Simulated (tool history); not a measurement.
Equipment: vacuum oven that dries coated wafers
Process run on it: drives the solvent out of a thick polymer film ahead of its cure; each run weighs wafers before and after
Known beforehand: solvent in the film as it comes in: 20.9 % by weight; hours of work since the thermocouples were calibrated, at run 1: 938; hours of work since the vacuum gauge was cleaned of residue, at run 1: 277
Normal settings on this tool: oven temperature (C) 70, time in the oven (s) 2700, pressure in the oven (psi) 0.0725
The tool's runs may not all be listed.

run	hour	oven temperature (C)	time in the oven (s)	pressure in the oven (psi)	hours of work since the thermocouples were calibrated	hours of work since the vacuum gauge was cleaned of residue	solvent left in the film (%)
1	0.0	70	2700	0.0725	938	277	3.76
2	24.4	70	2700	0.1785	950	288	4.19
3	38.9	70	2700	0.0725	957	295	3.69
4	62.8	70	2700	0.0725	968	307	3.77
5	79.4	70	2700	0.0725	976	315	3.86
6	97.7	70	2700	0.0906	985	323	3.85
7	114.7	79	2700	0.0906	993	332	1.88
8	140.9	79	2700	0.0906	1006	344	1.79
# hour 145.2: oven's thermocouples calibrated
9	156.0	79	2700	0.0906	5	350	1.81
10	174.7	79	2700	0.0906	14	359	1.79
11	198.0	79	2700	0.0906	25	371	1.81
12	220.9	79	2700	0.0906	36	382	1.82
13	243.5	70	3360	0.0725	47	392	2.68
14	262.0	70	3360	0.0725	56	401	2.63
15	289.3	71	2700	0.0725	69	414	3.48
16	309.2	70	2700	0.0725	79	424	3.71
17	337.2	70	1800	0.0725	92	437	6.02
18	358.9	70	1800	0.0441	103	448	5.84
19	376.6	70	1680	0.0725	111	456	6.37
20	388.4	70	1680	0.1572	117	462	6.79
21	411.9	70	4320	0.1572	128	473	2.04
22	425.8	70	4320	0.1572	135	480	2.04
23	446.0	70	4320	0.1675	144	490	2.13
24	463.7	70	4320	0.1675	153	498	2.04
25	486.1	61	2940	0.2355	164	509	6.68
26	509.2	74	1980	0.0725	175	520	4.28
27	529.1	74	1980	0.0725	184	529	4.24
28	548.8	74	2280	0.0725	194	539	3.61
29	563.1	80	2280	0.1566	200	546	2.50
30	581.5	71	1740	0.0725	209	555	6.08
31	603.3	71	1740	0.0725	220	565	6.03
32	630.3	70	2040	0.1414	233	578	5.50
33	651.6	70	2040	0.1414	243	588	5.64
34	670.3	70	2040	0.0643	252	597	5.45
35	694.2	73	1320	0.1787	263	609	7.47
36	709.7	73	1320	0.1787	271	616	7.39
37	730.5	55	1620	0.1008	281	626	11.20
38	750.5	55	2520	0.0598	290	636	8.76
39	764.2	77	3720	0.1833	297	642	1.51
40	788.7	57	3720	0.1833	309	654	6.48
41	811.1	57	1980	0.1308	319	665	9.68
42	826.1	76	4620	0.1215	327	672	0.93
43	844.6	76	4620	0.1215	336	681	0.94
44	862.9	59	2400	0.0949	344	690	7.86
45	883.8	70	3060	0.0725	354	700	3.04
46	907.8	70	3060	0.0725	366	711	3.03
47	925.9	70	1980	0.0522	375	720	5.50

Branching from run 47: 3 alternative next runs. What would each branch give?
A	950.7	70	2160	0.0571	386	732	?
B	950.7	79	1980	0.0522	386	732	?
C	950.7	70	1980	0.0425	386	732	?

run	solvent left in the film (%)
A	4.96
B	3.03
C	5.31
Take away the tool's hidden state, keep each run's random variation, and the runs would have read:
run	solvent left in the film (%)
A	4.95
B	3.02
C	5.30
